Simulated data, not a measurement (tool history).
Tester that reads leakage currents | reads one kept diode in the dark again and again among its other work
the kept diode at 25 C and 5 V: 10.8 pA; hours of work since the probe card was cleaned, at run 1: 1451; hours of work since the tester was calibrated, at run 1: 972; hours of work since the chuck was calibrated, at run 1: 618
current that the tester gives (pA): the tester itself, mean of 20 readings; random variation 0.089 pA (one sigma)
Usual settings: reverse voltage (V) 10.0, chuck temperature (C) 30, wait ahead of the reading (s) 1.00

| run | day | reverse voltage (V) | chuck temperature (C) | wait ahead of the reading (s) | hours of work since the probe card was cleaned | hours of work since the tester was calibrated | hours of work since the chuck was calibrated | current that the tester gives (pA) |
|---|---|---|---|---|---|---|---|---|
| 1 | 0.000 | 10.0 | 30 | 1.00 | 1451 | 972 | 618 | 24.45 |
| 2 | 5.908 | 10.0 | 30 | 1.00 | 1540 | 1060 | 707 | 24.54 |
| 3 | 8.467 | 10.0 | 30 | 1.00 | 1578 | 1099 | 745 | 24.42 |
| 4 | 12.479 | 10.0 | 30 | 1.00 | 1638 | 1159 | 805 | 24.53 |
| 5 | 17.529 | 10.0 | 30 | 1.00 | 1714 | 1234 | 881 | 24.61 |
| 6 | 21.829 | 10.0 | 39 | 1.00 | 1779 | 1299 | 946 | 50.03 |
| 7 | 27.621 | 10.0 | 30 | 0.35 | 1865 | 1386 | 1033 | 28.15 |
|  | 31.283 | chuck's temperature calibrated |
| 8 | 32.483 | 10.0 | 30 | 0.35 | 1937 | 1458 | 18 | 28.13 |
| 9 | 38.288 | 10.0 | 30 | 1.00 | 2024 | 1545 | 105 | 24.66 |
| 10 | 43.538 | 10.0 | 30 | 6.03 | 2103 | 1623 | 184 | 23.04 |
| 11 | 47.233 | 10.0 | 30 | 6.03 | 2158 | 1679 | 239 | 22.89 |
| 12 | 49.712 | 10.0 | 30 | 6.03 | 2196 | 1716 | 276 | 22.86 |
| 13 | 53.329 | 10.0 | 30 | 1.00 | 2250 | 1770 | 331 | 24.48 |
| 14 | 59.242 | 10.0 | 30 | 1.40 | 2339 | 1859 | 419 | 23.89 |
| 15 | 64.308 | 10.0 | 26 | 1.00 | 2415 | 1935 | 495 | 17.74 |
| 16 | 69.688 | 10.0 | 26 | 1.00 | 2495 | 2016 | 576 | 17.85 |
| 17 | 74.929 | 10.0 | 26 | 1.00 | 2574 | 2094 | 655 | 17.97 |
|  | 76.850 | probe card cleaned and baked |
| 18 | 80.946 | 10.0 | 30 | 1.66 | 61 | 2183 | 743 | 23.72 |
| 19 | 85.604 | 10.0 | 30 | 1.66 | 131 | 2253 | 813 | 23.79 |
| 20 | 88.008 | 10.0 | 30 | 1.66 | 167 | 2289 | 849 | 23.73 |
| 21 | 92.946 | 10.0 | 54 | 1.00 | 241 | 2363 | 923 | 158.34 |
| 22 | 97.150 | 1.0 | 30 | 3.41 | 305 | 2426 | 986 | 8.81 |
| 23 | 100.962 | 6.3 | 20 | 2.79 | 362 | 2483 | 1043 | 7.98 |
|  | 103.625 | chuck's temperature calibrated |
| 24 | 105.538 | 10.0 | 30 | 0.34 | 429 | 2550 | 29 | 28.42 |
| 25 | 111.292 | 2.3 | 21 | 0.76 | 515 | 2637 | 115 | 6.00 |
| 26 | 113.879 | 2.3 | 21 | 0.76 | 554 | 2675 | 154 | 5.99 |
| 27 | 118.275 | 18.4 | 28 | 1.00 | 620 | 2741 | 220 | 28.19 |
| 28 | 122.517 | 10.0 | 30 | 1.73 | 684 | 2805 | 283 | 23.82 |
| 29 | 125.517 | 7.3 | 38 | 0.47 | 729 | 2850 | 328 | 41.96 |
| 30 | 129.400 | 3.5 | 38 | 0.47 | 787 | 2908 | 387 | 30.28 |
| 31 | 133.133 | 3.5 | 38 | 0.47 | 843 | 2964 | 443 | 30.20 |
| 32 | 135.917 | 1.5 | 38 | 0.31 | 885 | 3006 | 484 | 21.24 |
| 33 | 138.779 | 1.5 | 38 | 0.31 | 928 | 3049 | 527 | 21.49 |
|  | 139.133 | tester calibrated |
| 34 | 141.867 | 1.5 | 38 | 0.31 | 973 | 41 | 572 | 21.18 |
| 35 | 144.821 | 1.7 | 39 | 0.31 | 1017 | 85 | 617 | 24.37 |
| 36 | 147.808 | 1.7 | 39 | 0.31 | 1062 | 130 | 662 | 24.28 |
| 37 | 151.179 | 1.9 | 25 | 0.43 | 1113 | 181 | 712 | 8.19 |
| 38 | 154.900 | 10.4 | 43 | 5.27 | 1168 | 236 | 768 | 68.05 |
| 39 | 160.496 | 1.7 | 46 | 2.12 | 1252 | 320 | 852 | 41.09 |

How the hidden state differs across the entries between the runs, from the last listed run before each to the first after it:
Between runs 7 and 8: chuck's temperature calibrated (day 31.283)
  no hidden state differs between the two runs
Between runs 17 and 18: probe card cleaned and baked (day 76.850)
  stray current of the dirty probe card, pA a volt: 0.023 -> 0.02
Between runs 23 and 24: chuck's temperature calibrated (day 103.625)
  stray current of the dirty probe card, pA a volt: 0.02 -> 0.021
Between runs 33 and 34: tester calibrated (day 139.133)
  no hidden state differs between the two runs

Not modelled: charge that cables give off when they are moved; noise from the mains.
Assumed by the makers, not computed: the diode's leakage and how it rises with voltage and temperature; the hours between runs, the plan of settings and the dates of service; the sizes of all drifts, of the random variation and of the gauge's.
